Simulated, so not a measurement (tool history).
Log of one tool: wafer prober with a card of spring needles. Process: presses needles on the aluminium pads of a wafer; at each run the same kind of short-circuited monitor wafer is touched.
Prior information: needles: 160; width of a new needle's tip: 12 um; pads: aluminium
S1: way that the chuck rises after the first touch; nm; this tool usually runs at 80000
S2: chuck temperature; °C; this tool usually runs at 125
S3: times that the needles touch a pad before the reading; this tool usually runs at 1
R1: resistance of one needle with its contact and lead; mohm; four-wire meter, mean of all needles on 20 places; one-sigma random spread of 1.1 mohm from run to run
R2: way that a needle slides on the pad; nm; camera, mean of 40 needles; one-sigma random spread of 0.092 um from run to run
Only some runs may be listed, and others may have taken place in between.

{"run": 1, "hour": 0.0, "S1": 80000, "S2": 125, "S3": 1, "R1": 136, "R2": 14650}
{"hour": 4.5, "done": "tips cleaned on abrasive film"}
{"hour": 9.1, "done": "tips cleaned on abrasive film"}
{"hour": 14.7, "done": "tips cleaned on abrasive film"}
{"hour": 20.3, "done": "tips cleaned on abrasive film"}
{"hour": 26.0, "done": "tips cleaned on abrasive film"}
{"hour": 31.6, "done": "tips cleaned on abrasive film"}
{"hour": 37.3, "done": "tips cleaned on abrasive film"}
{"hour": 42.9, "done": "tips cleaned on abrasive film"}
{"hour": 48.5, "done": "tips cleaned on abrasive film"}
{"hour": 54.2, "done": "tips cleaned on abrasive film"}
{"run": 2, "hour": 58.3, "S1": 80000, "S2": 31, "S3": 1, "R1": 125, "R2": 14320}
{"hour": 59.5, "done": "tips cleaned on abrasive film"}
{"hour": 64.0, "done": "tips cleaned on abrasive film"}
{"hour": 69.7, "done": "tips cleaned on abrasive film"}
{"hour": 74.2, "done": "tips cleaned on abrasive film"}
{"hour": 79.9, "done": "tips cleaned on abrasive film"}
{"hour": 85.5, "done": "tips cleaned on abrasive film"}
{"hour": 90.0, "done": "tips cleaned on abrasive film"}
{"hour": 95.7, "done": "tips cleaned on abrasive film"}
{"hour": 101.3, "done": "tips cleaned on abrasive film"}
{"hour": 106.9, "done": "tips cleaned on abrasive film"}
{"hour": 112.6, "done": "tips cleaned on abrasive film"}
{"run": 3, "hour": 114.3, "S1": 81000, "S2": 125, "S3": 1, "R1": 137, "R2": 14210}
{"hour": 117.8, "done": "tips cleaned on abrasive film"}
{"hour": 123.4, "done": "tips cleaned on abrasive film"}
{"hour": 129.0, "done": "tips cleaned on abrasive film"}
{"hour": 134.7, "done": "tips cleaned on abrasive film"}
{"hour": 139.2, "done": "tips cleaned on abrasive film"}
{"hour": 144.8, "done": "tips cleaned on abrasive film"}
{"hour": 150.5, "done": "tips cleaned on abrasive film"}
{"hour": 156.1, "done": "tips cleaned on abrasive film"}
{"hour": 161.8, "done": "tips cleaned on abrasive film"}
{"run": 4, "hour": 163.1, "S1": 81000, "S2": 125, "S3": 1, "R1": 136, "R2": 14210}
{"hour": 166.5, "done": "tips cleaned on abrasive film"}
{"hour": 172.1, "done": "tips cleaned on abrasive film"}
{"hour": 177.8, "done": "tips cleaned on abrasive film"}
{"hour": 183.4, "done": "tips cleaned on abrasive film"}
{"hour": 189.1, "done": "tips cleaned on abrasive film"}
{"hour": 194.7, "done": "tips cleaned on abrasive film"}
{"hour": 200.3, "done": "tips cleaned on abrasive film"}
{"hour": 206.0, "done": "tips cleaned on abrasive film"}
{"run": 5, "hour": 209.3, "S1": 81000, "S2": 32, "S3": 1, "R1": 125, "R2": 14160}
{"hour": 211.6, "done": "tips cleaned on abrasive film"}
{"hour": 217.2, "done": "tips cleaned on abrasive film"}
{"hour": 222.9, "done": "tips cleaned on abrasive film"}
{"hour": 227.4, "done": "tips cleaned on abrasive film"}
{"hour": 233.1, "done": "tips cleaned on abrasive film, once more"}
{"hour": 238.7, "done": "tips cleaned on abrasive film"}
{"run": 6, "hour": 239.3, "S1": 80000, "S2": 125, "S3": 1, "R1": 135, "R2": 13800}
{"hour": 243.9, "done": "tips cleaned on abrasive film"}
{"hour": 248.4, "done": "tips cleaned on abrasive film"}
{"hour": 254.0, "done": "tips cleaned on abrasive film"}
{"hour": 259.7, "done": "tips cleaned on abrasive film"}
{"hour": 265.3, "done": "tips cleaned on abrasive film"}
{"run": 7, "hour": 268.4, "S1": 80000, "S2": 125, "S3": 1, "R1": 138, "R2": 13740}
{"hour": 270.8, "done": "tips cleaned on abrasive film"}
{"hour": 275.3, "done": "tips cleaned on abrasive film"}
{"hour": 280.9, "done": "tips cleaned on abrasive film"}
{"hour": 286.6, "done": "tips cleaned on abrasive film"}
{"hour": 292.2, "done": "tips cleaned on abrasive film"}
{"hour": 297.9, "done": "tips cleaned on abrasive film"}
{"hour": 302.4, "done": "tips cleaned on abrasive film"}
{"hour": 308.0, "done": "tips cleaned on abrasive film"}
{"run": 8, "hour": 308.8, "S1": 80000, "S2": 125, "S3": 1, "R1": 137, "R2": 13570}
{"hour": 310.2, "done": "height of the first contact set anew"}
{"hour": 313.6, "done": "tips cleaned on abrasive film"}
{"hour": 319.3, "done": "tips cleaned on abrasive film"}
{"hour": 324.9, "done": "tips cleaned on abrasive film"}
{"hour": 330.6, "done": "tips cleaned on abrasive film"}
{"hour": 336.2, "done": "tips cleaned on abrasive film"}
{"hour": 341.8, "done": "tips cleaned on abrasive film"}
{"hour": 347.5, "done": "tips cleaned on abrasive film"}
{"hour": 353.1, "done": "tips cleaned on abrasive film"}
{"hour": 358.8, "done": "tips cleaned on abrasive film"}
{"hour": 364.4, "done": "tips cleaned on abrasive film"}
{"run": 9, "hour": 365.9, "S1": 80000, "S2": 125, "S3": 1, "R1": 136, "R2": 14660}
{"hour": 369.3, "done": "tips cleaned on abrasive film"}
{"hour": 373.8, "done": "tips cleaned on abrasive film"}
{"hour": 379.5, "done": "tips cleaned on abrasive film"}
{"hour": 385.1, "done": "tips cleaned on abrasive film"}
{"hour": 390.7, "done": "tips cleaned on abrasive film"}
{"hour": 396.4, "done": "tips cleaned on abrasive film"}
{"hour": 402.0, "done": "tips cleaned on abrasive film"}
{"hour": 407.7, "done": "tips cleaned on abrasive film"}
{"hour": 413.3, "done": "tips cleaned on abrasive film"}
{"hour": 417.8, "done": "tips cleaned on abrasive film"}
{"hour": 423.5, "done": "tips cleaned on abrasive film"}
{"hour": 428.0, "done": "tips cleaned on abrasive film"}
{"run": 10, "hour": 428.1, "S1": 80000, "S2": 125, "S3": 1, "R1": 133, "R2": 14350}
{"hour": 432.7, "done": "tips cleaned on abrasive film"}
{"hour": 438.3, "done": "tips cleaned on abrasive film"}
{"hour": 444.0, "done": "tips cleaned on abrasive film"}
{"hour": 449.6, "done": "tips cleaned on abrasive film"}
{"hour": 455.2, "done": "tips cleaned on abrasive film"}
{"hour": 460.9, "done": "tips cleaned on abrasive film"}
{"hour": 465.4, "done": "tips cleaned on abrasive film"}
{"hour": 470.7, "done": "tips cleaned on abrasive film"}
{"run": 11, "hour": 470.7, "S1": 95000, "S2": 125, "S3": 2, "R1": 135, "R2": 17120}
{"hour": 476.4, "done": "tips cleaned on abrasive film"}
{"hour": 482.0, "done": "tips cleaned on abrasive film"}
{"hour": 486.5, "done": "tips cleaned on abrasive film"}
{"hour": 492.2, "done": "tips cleaned on abrasive film"}
{"hour": 497.8, "done": "tips cleaned on abrasive film"}
{"hour": 502.4, "done": "tips cleaned on abrasive film"}
{"run": 12, "hour": 503.9, "S1": 64000, "S2": 125, "S3": 1, "R1": 141, "R2": 11350}
{"hour": 507.3, "done": "tips cleaned on abrasive film"}
{"hour": 512.9, "done": "tips cleaned on abrasive film"}
{"hour": 517.4, "done": "tips cleaned on abrasive film"}
{"hour": 523.1, "done": "tips cleaned on abrasive film"}
{"hour": 528.7, "done": "tips cleaned on abrasive film"}
{"hour": 534.4, "done": "tips cleaned on abrasive film"}
{"hour": 540.0, "done": "tips cleaned on abrasive film"}
{"hour": 544.6, "done": "tips cleaned on abrasive film"}
{"run": 13, "hour": 544.6, "S1": 63000, "S2": 125, "S3": 3, "R1": 138, "R2": 10910}
{"hour": 550.3, "done": "tips cleaned on abrasive film"}
{"hour": 554.8, "done": "tips cleaned on abrasive film"}
{"hour": 560.5, "done": "tips cleaned on abrasive film"}
{"hour": 565.0, "done": "tips cleaned on abrasive film"}
{"hour": 570.6, "done": "tips cleaned on abrasive film"}
{"run": 14, "hour": 574.6, "S1": 63000, "S2": 65, "S3": 2, "R1": 136, "R2": 10890}
{"hour": 575.8, "done": "tips cleaned on abrasive film"}
{"hour": 580.4, "done": "tips cleaned on abrasive film"}
{"hour": 584.9, "done": "tips cleaned on abrasive film"}
{"hour": 590.5, "done": "tips cleaned on abrasive film"}
{"hour": 596.2, "done": "tips cleaned on abrasive film"}
{"hour": 601.8, "done": "tips cleaned on abrasive film"}
{"hour": 606.4, "done": "tips cleaned on abrasive film"}
{"hour": 610.9, "done": "tips cleaned on abrasive film"}
{"run": 15, "hour": 614.0, "S1": 63000, "S2": 65, "S3": 2, "R1": 134, "R2": 10650}
{"hour": 616.3, "done": "tips cleaned on abrasive film"}
{"hour": 621.9, "done": "tips cleaned on abrasive film"}
{"hour": 627.6, "done": "tips cleaned on abrasive film"}
{"hour": 633.2, "done": "tips cleaned on abrasive film"}
{"hour": 638.8, "done": "tips cleaned on abrasive film"}
{"hour": 644.5, "done": "tips cleaned on abrasive film"}
{"hour": 649.9, "done": "tips cleaned on abrasive film"}
{"run": 16, "hour": 649.9, "S1": 73000, "S2": 125, "S3": 3, "R1": 137, "R2": 12530}
{"hour": 655.6, "done": "tips cleaned on abrasive film"}
{"hour": 661.2, "done": "tips cleaned on abrasive film"}
{"hour": 666.9, "done": "tips cleaned on abrasive film"}
{"hour": 672.5, "done": "tips cleaned on abrasive film"}
{"hour": 678.1, "done": "tips cleaned on abrasive film"}
{"hour": 683.8, "done": "tips cleaned on abrasive film"}
{"hour": 689.4, "done": "tips cleaned on abrasive film"}
{"hour": 695.1, "done": "tips cleaned on abrasive film"}
{"hour": 695.4, "done": "height of the first contact set anew"}
{"run": 17, "hour": 696.1, "S1": 73000, "S2": 74, "S3": 2, "R1": 130, "R2": 13550}
{"hour": 700.6, "done": "tips cleaned on abrasive film"}
{"hour": 706.3, "done": "tips cleaned on abrasive film"}
{"hour": 711.9, "done": "tips cleaned on abrasive film"}
{"hour": 717.6, "done": "tips cleaned on abrasive film"}
{"hour": 722.1, "done": "tips cleaned on abrasive film"}
{"hour": 727.7, "done": "tips cleaned on abrasive film"}
{"hour": 733.4, "done": "tips cleaned on abrasive film"}
{"hour": 739.0, "done": "tips cleaned on abrasive film"}
{"hour": 744.7, "done": "tips cleaned on abrasive film"}
{"hour": 749.9, "done": "tips cleaned on abrasive film"}
{"run": 18, "hour": 749.9, "S1": 85000, "S2": 34, "S3": 3, "R1": 122, "R2": 15560}
{"hour": 754.5, "done": "tips cleaned on abrasive film"}
{"hour": 760.1, "done": "tips cleaned on abrasive film"}
{"hour": 765.7, "done": "tips cleaned on abrasive film"}
{"hour": 770.3, "done": "tips cleaned on abrasive film"}
{"hour": 775.9, "done": "tips cleaned on abrasive film"}
{"hour": 781.5, "done": "tips cleaned on abrasive film"}
{"hour": 787.2, "done": "tips cleaned on abrasive film"}
{"hour": 792.8, "done": "tips cleaned on abrasive film"}
{"hour": 798.5, "done": "tips cleaned on abrasive film"}
{"hour": 803.0, "done": "tips cleaned on abrasive film"}
{"run": 19, "hour": 805.2, "S1": 64000, "S2": 25, "S3": 2, "R1": 127, "R2": 11510}
{"hour": 808.5, "done": "tips cleaned on abrasive film"}
{"hour": 814.1, "done": "tips cleaned on abrasive film"}
{"hour": 819.7, "done": "tips cleaned on abrasive film"}
{"hour": 825.4, "done": "tips cleaned on abrasive film"}
{"hour": 829.9, "done": "tips cleaned on abrasive film"}
{"hour": 835.5, "done": "tips cleaned on abrasive film"}
{"run": 20, "hour": 839.8, "S1": 61000, "S2": 67, "S3": 1, "R1": 140, "R2": 10890}

3 ways to go on from here, each from the tool as it stands after run 20. What would each give?
{"hour": 841.1, "done": "tips cleaned on abrasive film"}
{"hour": 845.6, "done": "tips cleaned on abrasive film"}
{"hour": 851.2, "done": "tips cleaned on abrasive film"}
{"hour": 856.9, "done": "tips cleaned on abrasive film"}
{"hour": 862.5, "done": "tips cleaned on abrasive film"}
{"hour": 867.0, "done": "tips cleaned on abrasive film"}
{"hour": 872.7, "done": "tips cleaned on abrasive film"}
{"hour": 878.3, "done": "tips cleaned on abrasive film"}
{"hour": 884.0, "done": "tips cleaned on abrasive film"}
{"hour": 889.6, "done": "tips cleaned on abrasive film"}
{"hour": 895.2, "done": "tips cleaned on abrasive film"}
{"hour": 899.8, "done": "tips cleaned on abrasive film"}
{"hour": 904.3, "done": "tips cleaned on abrasive film"}
{"run": "A", "hour": 908.5, "S1": 96000, "S2": 31, "S3": 1, "R1": "?", "R2": "?"}
{"hour": 841.1, "done": "tips cleaned on abrasive film"}
{"hour": 845.6, "done": "tips cleaned on abrasive film"}
{"hour": 851.2, "done": "tips cleaned on abrasive film"}
{"hour": 856.9, "done": "tips cleaned on abrasive film"}
{"hour": 862.5, "done": "tips cleaned on abrasive film"}
{"hour": 867.0, "done": "tips cleaned on abrasive film"}
{"hour": 872.7, "done": "tips cleaned on abrasive film"}
{"hour": 878.3, "done": "tips cleaned on abrasive film"}
{"hour": 884.0, "done": "tips cleaned on abrasive film"}
{"hour": 889.6, "done": "tips cleaned on abrasive film"}
{"hour": 895.2, "done": "tips cleaned on abrasive film"}
{"hour": 899.8, "done": "tips cleaned on abrasive film"}
{"hour": 904.3, "done": "tips cleaned on abrasive film"}
{"run": "B", "hour": 908.5, "S1": 65000, "S2": 112, "S3": 1, "R1": "?", "R2": "?"}
{"hour": 841.1, "done": "tips cleaned on abrasive film"}
{"hour": 845.6, "done": "tips cleaned on abrasive film"}
{"hour": 851.2, "done": "tips cleaned on abrasive film"}
{"hour": 856.9, "done": "tips cleaned on abrasive film"}
{"hour": 862.5, "done": "tips cleaned on abrasive film"}
{"hour": 867.0, "done": "tips cleaned on abrasive film"}
{"hour": 872.7, "done": "tips cleaned on abrasive film"}
{"hour": 878.3, "done": "tips cleaned on abrasive film"}
{"hour": 884.0, "done": "tips cleaned on abrasive film"}
{"hour": 889.6, "done": "tips cleaned on abrasive film"}
{"hour": 895.2, "done": "tips cleaned on abrasive film"}
{"hour": 899.8, "done": "tips cleaned on abrasive film"}
{"hour": 904.3, "done": "tips cleaned on abrasive film"}
{"run": "C", "hour": 908.5, "S1": 61000, "S2": 28, "S3": 1, "R1": "?", "R2": "?"}

run=A R1=126 R2=17220
run=B R1=146 R2=11260
run=C R1=135 R2=10720
What these runs would have given with no unlogged condition in the tool:
run=A R1=122 R2=17790
run=B R1=135 R2=11820
run=C R1=121 R2=11290

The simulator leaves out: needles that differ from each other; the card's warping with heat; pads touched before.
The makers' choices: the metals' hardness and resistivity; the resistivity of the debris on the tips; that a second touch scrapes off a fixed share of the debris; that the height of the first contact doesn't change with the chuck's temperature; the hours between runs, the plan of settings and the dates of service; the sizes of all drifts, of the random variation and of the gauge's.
